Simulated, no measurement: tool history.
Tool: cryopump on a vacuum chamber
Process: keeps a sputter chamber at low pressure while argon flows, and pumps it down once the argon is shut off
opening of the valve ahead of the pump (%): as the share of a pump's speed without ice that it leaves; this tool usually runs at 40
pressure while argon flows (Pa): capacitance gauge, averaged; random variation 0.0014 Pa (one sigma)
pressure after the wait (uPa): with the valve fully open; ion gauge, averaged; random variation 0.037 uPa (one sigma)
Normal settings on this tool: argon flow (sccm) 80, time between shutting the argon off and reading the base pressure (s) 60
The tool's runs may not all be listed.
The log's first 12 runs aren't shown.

| run | hour | argon flow (sccm) | time between shutting the argon off and reading the base pressure (s) | opening of the valve ahead of the pump (%) | pressure while argon flows (Pa) | pressure after the wait (uPa) |
|---|---|---|---|---|---|---|
| 13 | 270.7 | 80 | 111 | 40 | 0.3294 | 1.80 |
| 14 | 299.3 | 80 | 60 | 26 | 0.5016 | 2.61 |
| 15 | 316.8 | 80 | 60 | 26 | 0.5055 | 2.62 |
| 16 | 337.2 | 80 | 60 | 26 | 0.5022 | 2.62 |
| 17 | 351.7 | 80 | 60 | 22 | 0.5935 | 2.65 |
| 18 | 375.8 | 104 | 283 | 20 | 0.8564 | 1.27 |
| 19 | 397.5 | 104 | 283 | 20 | 0.8467 | 1.27 |
| 20 | 426.8 | 80 | 27 | 22 | 0.5954 | 4.78 |
| 21 | 440.9 | 80 | 27 | 22 | 0.5963 | 4.73 |
| 22 | 461.2 | 160 | 83 | 43 | 0.6217 | 2.17 |
| 23 | 492.0 | 38 | 83 | 43 | 0.1476 | 2.15 |
| 24 | 523.5 | 80 | 103 | 28 | 0.4728 | 1.93 |
| 25 | 547.9 | 80 | 25 | 36 | 0.3700 | 5.00 |
| 26 | 573.0 | 112 | 74 | 19 | 0.9684 | 2.32 |
| 27 | 600.1 | 65 | 219 | 20 | 0.5343 | 1.44 |
| 28 | 618.0 | 68 | 123 | 16 | 0.6908 | 1.77 |
| 29 | 649.8 | 87 | 80 | 17 | 0.8383 | 2.27 |
| 30 | 669.1 | 36 | 29 | 35 | 0.1717 | 4.46 |
| 31 | 693.7 | 60 | 110 | 15 | 0.6568 | 1.89 |
| 32 | 722.5 | 60 | 110 | 15 | 0.6557 | 1.88 |
| 33 | 736.5 | 90 | 50 | 15 | 0.9899 | 3.11 |
|  | 746.5 | leaking fittings of the chamber tightened, without venting |
| 34 | 769.5 | 90 | 50 | 15 | 0.9875 | 2.43 |

4 options for the next run, each taken on its own from the tool as it stands now. Forecast them:
| A | 793.6 | 90 | 50 | 27 | ? | ? |
| B | 793.6 | 55 | 50 | 53 | ? | ? |
| C | 793.6 | 40 | 60 | 40 | ? | ? |
| D | 793.6 | 46 | 94 | 16 | ? | ? |

| run | pressure while argon flows (Pa) | pressure after the wait (uPa) |
|---|---|---|
| A | 0.5555 | 2.45 |
| B | 0.1780 | 2.38 |
| C | 0.1688 | 2.05 |
| D | 0.4684 | 1.45 |
The same runs, with their run-to-run variation unchanged, on a tool lacking any hidden condition would have given:
| run | pressure while argon flows (Pa) | pressure after the wait (uPa) |
|---|---|---|
| A | 0.5400 | 2.41 |
| B | 0.1685 | 2.34 |
| C | 0.1619 | 2.01 |
| D | 0.4605 | 1.41 |

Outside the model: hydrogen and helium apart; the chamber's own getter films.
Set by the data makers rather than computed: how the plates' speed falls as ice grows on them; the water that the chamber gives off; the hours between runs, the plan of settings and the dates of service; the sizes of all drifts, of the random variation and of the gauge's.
